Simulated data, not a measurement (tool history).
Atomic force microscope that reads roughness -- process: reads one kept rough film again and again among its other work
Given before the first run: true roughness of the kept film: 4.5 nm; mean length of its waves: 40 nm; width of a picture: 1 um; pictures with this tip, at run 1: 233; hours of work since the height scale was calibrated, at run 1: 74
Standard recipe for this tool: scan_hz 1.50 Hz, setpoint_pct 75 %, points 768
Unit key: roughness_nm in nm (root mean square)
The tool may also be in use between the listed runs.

run,hour,scan_hz,setpoint_pct,points,pictures with this tip,hours of work since the height scale was calibrated,roughness_nm
1,0.0,1.50,75,768,233,74,3.940
2,5.8,1.50,75,768,243,78,3.965
3,14.2,1.68,75,768,258,83,3.902
# hour 24.4: new tip fitted
4,24.4,1.68,75,768,0,89,3.891
5,30.7,1.68,75,768,11,93,3.909
6,39.6,1.68,75,768,27,98,3.919
7,49.5,1.50,75,892,44,104,3.938
8,60.1,1.50,75,379,62,111,3.922
9,68.6,1.50,75,379,76,116,3.927
10,75.1,0.99,75,379,88,120,4.060
11,82.9,0.99,75,379,101,125,4.009
12,91.0,1.67,75,768,115,130,3.938
13,96.2,1.67,75,768,124,134,3.924
14,102.2,1.67,58,768,134,137,4.119
15,109.0,1.67,72,768,146,141,3.957
16,120.1,1.67,72,768,165,148,3.964
17,128.4,1.67,72,768,179,153,3.976
18,134.6,1.67,72,768,190,157,3.954
19,143.2,1.67,72,768,204,163,3.951
20,153.5,1.50,86,768,222,169,3.727
21,166.0,1.50,75,768,244,177,3.915
22,177.9,1.50,75,582,264,184,3.899
23,183.4,1.50,75,281,273,188,3.900
# hour 184.7: new tip fitted
24,194.8,1.50,75,281,17,194,3.899
25,203.7,1.50,75,281,33,200,3.922
26,214.2,1.50,75,281,50,206,3.915
27,222.7,1.50,71,768,65,212,3.989
28,233.5,1.50,71,768,84,219,3.996
29,242.7,1.50,71,768,99,224,3.983

Run 30 comes next. What will it give?
30,253.1,1.00,71,768,117,231,?

Run 30 came out at roughness_nm 4.057 nm (root mean square).
Were there no unlogged condition in the tool, this run, its random variation unchanged, would have produced roughness_nm 4.066 nm (root mean square).

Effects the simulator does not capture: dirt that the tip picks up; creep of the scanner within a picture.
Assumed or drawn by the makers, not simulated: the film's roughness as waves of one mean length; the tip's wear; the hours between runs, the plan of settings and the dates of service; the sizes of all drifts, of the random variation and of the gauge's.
